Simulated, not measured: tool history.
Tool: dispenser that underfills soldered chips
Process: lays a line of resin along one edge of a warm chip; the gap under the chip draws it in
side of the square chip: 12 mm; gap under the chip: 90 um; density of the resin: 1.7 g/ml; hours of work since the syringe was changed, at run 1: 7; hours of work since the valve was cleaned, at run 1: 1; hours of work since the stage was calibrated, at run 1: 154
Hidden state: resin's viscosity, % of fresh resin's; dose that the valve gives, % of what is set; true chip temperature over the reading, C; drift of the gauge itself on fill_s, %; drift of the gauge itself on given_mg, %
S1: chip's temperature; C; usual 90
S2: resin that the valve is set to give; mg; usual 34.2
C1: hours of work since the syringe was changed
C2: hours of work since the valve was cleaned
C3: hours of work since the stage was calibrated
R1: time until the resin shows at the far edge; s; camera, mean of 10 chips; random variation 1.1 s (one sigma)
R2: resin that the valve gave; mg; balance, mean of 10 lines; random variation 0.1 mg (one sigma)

run 1 hour=0 | S1=90 S2=34.2 | C1=7 C2=1 C3=154 | R1=181.7 R2=34.15
run 2 hour=4 | S1=90 S2=34.2 | C1=9 C2=3 C3=156 | R1=231.1 R2=34.1
run 3 hour=6.6 | S1=90 S2=34.2 | C1=11 C2=5 C3=158 | R1=270.5 R2=34.16
-- hour=8.1 new syringe of resin
run 4 hour=11.5 | S1=90 S2=38.6 | C1=2 C2=8 C3=161 | R1=122.3 R2=38.48
run 5 hour=15.3 | S1=90 S2=35.9 | C1=5 C2=11 C3=164 | R1=156.5 R2=35.48
run 6 hour=18.5 | S1=90 S2=38.7 | C1=7 C2=13 C3=166 | R1=189.1 R2=38.49
run 7 hour=21.8 | S1=100 S2=34.2 | C1=9 C2=15 C3=168 | R1=157.3 R2=33.78
-- hour=26.2 new syringe of resin
run 8 hour=27.2 | S1=90 S2=34.2 | C1=1 C2=18 C3=171 | R1=112.5 R2=33.83
run 9 hour=32.5 | S1=102 S2=29.3 | C1=4 C2=22 C3=175 | R1=99.4 R2=29
run 10 hour=38.2 | S1=102 S2=29.3 | C1=8 C2=26 C3=178 | R1=136.9 R2=28.73
run 11 hour=41.7 | S1=98 S2=44.4 | C1=10 C2=28 C3=181 | R1=187.2 R2=43.77
-- hour=44 new syringe of resin
run 12 hour=47.4 | S1=98 S2=44.4 | C1=2 C2=32 C3=184 | R1=90.3 R2=43.61
run 13 hour=50.2 | S1=98 S2=44.4 | C1=4 C2=33 C3=186 | R1=105.4 R2=43.53
run 14 hour=54.4 | S1=81 S2=37.7 | C1=7 C2=36 C3=189 | R1=270.8 R2=36.93

Run 15 comes next. What will it give?
run 15 hour=58.6 | S1=83 S2=38.3 | C1=10 C2=39 C3=192 | R1=? R2=?

Run 15 gave R1 321.6 s, R2 37.57 mg.
Without the tool's hidden state the same run would have given R1 138.8 s, R2 38.37 mg.
